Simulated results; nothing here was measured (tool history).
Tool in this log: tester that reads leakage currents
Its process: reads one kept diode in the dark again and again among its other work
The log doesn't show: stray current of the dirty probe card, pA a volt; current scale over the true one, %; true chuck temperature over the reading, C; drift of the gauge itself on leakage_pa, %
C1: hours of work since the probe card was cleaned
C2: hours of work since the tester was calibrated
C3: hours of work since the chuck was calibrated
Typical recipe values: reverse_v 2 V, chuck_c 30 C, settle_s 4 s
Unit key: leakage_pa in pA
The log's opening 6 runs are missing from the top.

run 7 day=45.658 | reverse_v=2 chuck_c=30 settle_s=4 | C1=3695 C2=2445 C3=461 | leakage_pa=73.54
run 8 day=52.983 | reverse_v=2 chuck_c=30 settle_s=4 | C1=3767 C2=2517 C3=533 | leakage_pa=71.49
-- day=59.004 chuck's temperature calibrated
run 9 day=61.571 | reverse_v=2 chuck_c=30 settle_s=4 | C1=3850 C2=2600 C3=25 | leakage_pa=83.16
run 10 day=69.704 | reverse_v=2 chuck_c=30 settle_s=4 | C1=3930 C2=2680 C3=105 | leakage_pa=81.5
-- day=72.304 probe card cleaned and baked
run 11 day=80.25 | reverse_v=2 chuck_c=30 settle_s=4 | C1=78 C2=2781 C3=206 | leakage_pa=74.33
run 12 day=90.75 | reverse_v=2 chuck_c=30 settle_s=4 | C1=180 C2=2884 C3=309 | leakage_pa=71.55
run 13 day=97.442 | reverse_v=7.18 chuck_c=30 settle_s=4 | C1=246 C2=2949 C3=375 | leakage_pa=145.41
run 14 day=102.008 | reverse_v=4.82 chuck_c=30 settle_s=4 | C1=290 C2=2994 C3=419 | leakage_pa=114.21
run 15 day=106.829 | reverse_v=6.34 chuck_c=30 settle_s=4 | C1=338 C2=3041 C3=466 | leakage_pa=132.28
run 16 day=117.071 | reverse_v=6.34 chuck_c=30 settle_s=4 | C1=438 C2=3141 C3=566 | leakage_pa=126.96
-- day=119.267 chuck's temperature calibrated
run 17 day=126.796 | reverse_v=2 chuck_c=30 settle_s=4 | C1=532 C2=3236 C3=74 | leakage_pa=77.89
run 18 day=133.075 | reverse_v=2 chuck_c=59 settle_s=4 | C1=593 C2=3297 C3=135 | leakage_pa=738.55
run 19 day=142.125 | reverse_v=2 chuck_c=59 settle_s=4 | C1=682 C2=3386 C3=223 | leakage_pa=716.42
run 20 day=152.488 | reverse_v=2 chuck_c=59 settle_s=4 | C1=783 C2=3487 C3=325 | leakage_pa=696.53
run 21 day=160.146 | reverse_v=2 chuck_c=59 settle_s=4 | C1=858 C2=3562 C3=400 | leakage_pa=680.25
run 22 day=170.558 | reverse_v=2 chuck_c=59 settle_s=4 | C1=960 C2=3664 C3=501 | leakage_pa=659.01
run 23 day=176.325 | reverse_v=2 chuck_c=36 settle_s=4 | C1=1016 C2=3720 C3=558 | leakage_pa=109.06
-- day=179.375 chuck's temperature calibrated
run 24 day=186.475 | reverse_v=2 chuck_c=36 settle_s=4 | C1=1115 C2=3818 C3=69 | leakage_pa=130.73
run 25 day=191.792 | reverse_v=7.66 chuck_c=30 settle_s=5.85 | C1=1167 C2=3870 C3=121 | leakage_pa=170.26

Predict the results of run 26:
run 26 day=201 | reverse_v=13.47 chuck_c=30 settle_s=4 | C1=1257 C2=3960 C3=211 | leakage_pa=?

leakage_pa: 232.75 pA
Without the tool's hidden state the same run would have given leakage_pa 241.4 pA.

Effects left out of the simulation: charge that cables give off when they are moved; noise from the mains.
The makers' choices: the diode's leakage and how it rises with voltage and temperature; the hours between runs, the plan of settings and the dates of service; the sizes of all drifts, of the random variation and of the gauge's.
